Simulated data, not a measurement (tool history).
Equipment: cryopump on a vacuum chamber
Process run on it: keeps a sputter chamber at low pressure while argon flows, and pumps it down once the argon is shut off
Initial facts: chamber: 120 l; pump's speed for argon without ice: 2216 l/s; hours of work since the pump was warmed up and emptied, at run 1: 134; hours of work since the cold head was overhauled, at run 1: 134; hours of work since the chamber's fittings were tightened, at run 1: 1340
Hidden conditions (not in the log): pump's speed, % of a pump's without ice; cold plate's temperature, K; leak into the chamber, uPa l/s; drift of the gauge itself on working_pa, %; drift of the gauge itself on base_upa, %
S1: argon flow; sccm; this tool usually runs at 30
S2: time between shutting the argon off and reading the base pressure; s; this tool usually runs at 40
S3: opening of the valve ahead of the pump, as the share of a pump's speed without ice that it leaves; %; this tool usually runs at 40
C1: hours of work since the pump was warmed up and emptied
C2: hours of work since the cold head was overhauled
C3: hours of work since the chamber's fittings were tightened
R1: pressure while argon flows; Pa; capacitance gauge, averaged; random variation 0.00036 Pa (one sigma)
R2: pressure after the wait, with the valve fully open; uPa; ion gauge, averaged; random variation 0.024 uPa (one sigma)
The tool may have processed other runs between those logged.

run,day,S1,S2,S3,C1,C2,C3,R1,R2
1,0.000,30,40,40,134,134,1340,0.0579,1.50
2,1.125,30,40,40,151,151,1357,0.0582,1.57
3,2.258,30,40,40,167,167,1373,0.0576,1.57
4,2.946,30,40,40,177,177,1383,0.0587,1.56
5,4.100,30,40,40,193,193,1399,0.0591,1.60
6,4.925,30,40,40,205,205,1411,0.0587,1.59
7,5.817,30,40,40,218,218,1424,0.0593,1.59
8,6.662,30,40,40,230,230,1436,0.0585,1.61
9,7.488,30,40,40,242,242,1448,0.0590,1.65
10,8.225,30,40,40,253,253,1459,0.0587,1.63
11,8.858,30,40,40,262,262,1468,0.0588,1.66
12,9.638,30,36,40,273,273,1479,0.0589,1.72
13,10.433,30,40,40,285,285,1491,0.0592,1.66
14,11.704,30,54,40,303,303,1509,0.0595,1.49
15,12.533,30,54,40,315,315,1521,0.0592,1.51
16,13.117,17,40,40,323,323,1529,0.0343,1.70
17,13.696,37,44,35,331,331,1538,0.0833,1.62
18,14.425,13,276,30,342,342,1548,0.0339,1.08
19,15.279,13,276,30,354,354,1560,0.0341,1.11
20,16.100,13,276,30,366,366,1572,0.0338,1.12
21,17.283,17,154,17,383,383,1589,0.0778,1.20
22,18.021,24,68,43,394,394,1600,0.0445,1.47
23,18.808,30,40,18,405,405,1611,0.1299,1.77
24,19.429,37,38,28,414,414,1620,0.1027,1.80
25,20.246,37,38,28,426,426,1632,0.1048,1.81

Here are 5 independent what-if runs from the current tool condition. What would each one return?
A,20.858,15,40,40,435,435,1641,?,?
B,20.858,27,27,40,435,435,1641,?,?
C,20.858,30,23,40,435,435,1641,?,?
D,20.858,34,40,26,435,435,1641,?,?
E,20.858,18,75,17,435,435,1641,?,?

run,R1,R2
A,0.0300,1.78
B,0.0536,2.07
C,0.0601,2.15
D,0.1030,1.80
E,0.0820,1.37
Take away the tool's hidden state, keep each run's random variation, and the runs would have read:
run,R1,R2
A,0.0284,0.85
B,0.0509,1.16
C,0.0570,1.26
D,0.0995,0.85
E,0.0802,0.47

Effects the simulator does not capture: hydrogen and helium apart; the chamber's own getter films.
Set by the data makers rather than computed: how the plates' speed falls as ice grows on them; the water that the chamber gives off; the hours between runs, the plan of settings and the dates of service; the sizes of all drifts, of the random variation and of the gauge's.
